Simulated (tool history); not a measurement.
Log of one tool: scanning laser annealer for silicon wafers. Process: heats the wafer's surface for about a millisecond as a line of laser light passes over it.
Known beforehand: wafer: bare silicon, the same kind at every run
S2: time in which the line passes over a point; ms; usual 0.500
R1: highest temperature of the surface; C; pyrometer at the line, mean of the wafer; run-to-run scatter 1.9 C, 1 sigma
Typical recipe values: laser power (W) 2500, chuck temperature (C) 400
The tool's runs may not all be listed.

Run 1, hour 0.0: usual settings. Result: R1 1203 C.
Run 2, hour 11.3: usual settings. Result: R1 1202 C.
Run 3, hour 17.9: usual settings. Result: R1 1204 C.
Run 4, hour 29.8: usual settings but S2 0.405 ms. Result: R1 1120 C.
Run 5, hour 40.4: usual settings but laser power (W) 2308, S2 0.405 ms. Result: R1 1068 C.
Run 6, hour 48.6: usual settings but laser power (W) 2308, S2 0.405 ms. Result: R1 1069 C.
Run 7, hour 58.3: usual settings but laser power (W) 2308, S2 0.405 ms. Result: R1 1070 C.
Run 8, hour 70.9: usual settings but laser power (W) 2308, S2 0.405 ms. Result: R1 1067 C.
Run 9, hour 83.2: usual settings but laser power (W) 2308, S2 0.405 ms. Result: R1 1068 C.
Run 10, hour 97.6: usual settings but laser power (W) 2308, S2 0.405 ms. Result: R1 1069 C.
Run 11, hour 106.7: usual settings but laser power (W) 2308, S2 0.405 ms. Result: R1 1071 C.
Run 12, hour 116.0: usual settings. Result: R1 1202 C.
Run 13, hour 129.3: usual settings. Result: R1 1206 C.
Run 14, hour 142.3: usual settings. Result: R1 1200 C.
Run 15, hour 148.8: usual settings. Result: R1 1205 C.
Run 16, hour 156.6: usual settings. Result: R1 1203 C.
Run 17, hour 168.8: usual settings. Result: R1 1204 C.
Run 18, hour 179.4: usual settings but S2 0.424 ms. Result: R1 1138 C.
Run 19, hour 191.3: usual settings but S2 0.424 ms. Result: R1 1141 C.
Run 20, hour 198.3: usual settings. Result: R1 1208 C.
Run 21, hour 210.5: usual settings but laser power (W) 2273. Result: R1 1129 C.
Run 22, hour 222.2: usual settings but laser power (W) 2623, chuck temperature (C) 376. Result: R1 1215 C.
Run 23, hour 228.4: usual settings but laser power (W) 2248, S2 0.354 ms, chuck temperature (C) 376. Result: R1 984 C.
Run 24, hour 241.7: usual settings but laser power (W) 2248, S2 0.354 ms, chuck temperature (C) 376. Result: R1 986 C.
Run 25, hour 249.9: usual settings but laser power (W) 2370, S2 0.554 ms, chuck temperature (C) 362. Result: R1 1165 C.
Run 26, hour 258.5: usual settings but laser power (W) 2318, S2 0.555 ms, chuck temperature (C) 366. Result: R1 1153 C.
Run 27, hour 267.2: usual settings but laser power (W) 2231, S2 0.477 ms, chuck temperature (C) 412. Result: R1 1116 C.
Run 28, hour 276.3: usual settings but laser power (W) 2231, S2 0.477 ms, chuck temperature (C) 412. Result: R1 1114 C.
Run 29, hour 291.1: usual settings but laser power (W) 2270, S2 0.598 ms, chuck temperature (C) 398. Result: R1 1199 C.
Run 30, hour 298.9: usual settings but laser power (W) 2270, S2 0.598 ms, chuck temperature (C) 398. Result: R1 1200 C.
Run 31, hour 307.9: usual settings but laser power (W) 2270, S2 0.598 ms, chuck temperature (C) 398. Result: R1 1198 C.
Run 32, hour 316.2: usual settings but laser power (W) 2270, S2 0.524 ms, chuck temperature (C) 433. Result: R1 1182 C.
Run 33, hour 326.2: usual settings but laser power (W) 2723, S2 0.468 ms, chuck temperature (C) 423. Result: R1 1266 C.
Run 34, hour 337.3: usual settings but laser power (W) 2181, S2 0.468 ms, chuck temperature (C) 374. Result: R1 1057 C.
Run 35, hour 343.6: usual settings but S2 0.555 ms, chuck temperature (C) 363. Result: R1 1211 C.
Run 36, hour 350.3: usual settings but laser power (W) 2338, S2 0.508 ms, chuck temperature (C) 390. Result: R1 1148 C.
Run 37, hour 356.8: usual settings but laser power (W) 2338, S2 0.508 ms, chuck temperature (C) 390. Result: R1 1149 C.
Run 38, hour 366.5: usual settings but laser power (W) 2338, S2 0.508 ms, chuck temperature (C) 390. Result: R1 1149 C.
Run 39, hour 379.6: usual settings but laser power (W) 2338, S2 0.467 ms, chuck temperature (C) 370. Result: R1 1100 C.
Run 40, hour 393.9: usual settings but laser power (W) 2323, S2 0.511 ms, chuck temperature (C) 362. Result: R1 1117 C.
Run 41, hour 408.6: usual settings but laser power (W) 2323, S2 0.511 ms, chuck temperature (C) 362. Result: R1 1117 C.
Run 42, hour 415.2: usual settings but S2 0.513 ms, chuck temperature (C) 378. Result: R1 1187 C.

Alternative continuations, all from the tool just after run 42; predict every row:
Run A, hour 427.0: usual settings but S2 0.481 ms, chuck temperature (C) 378. Result: R1 ?.
Run B, hour 427.0: usual settings but laser power (W) 2365, S2 0.366 ms, chuck temperature (C) 439. Result: R1 ?.
Run C, hour 427.0: usual settings but laser power (W) 2687, S2 0.395 ms, chuck temperature (C) 421. Result: R1 ?.

run    R1
  A  1167
  B  1089
  C  1187
With the hidden condition removed and each run's random variation left untouched, the same runs would have given:
run    R1
  A  1168
  B  1090
  C  1188
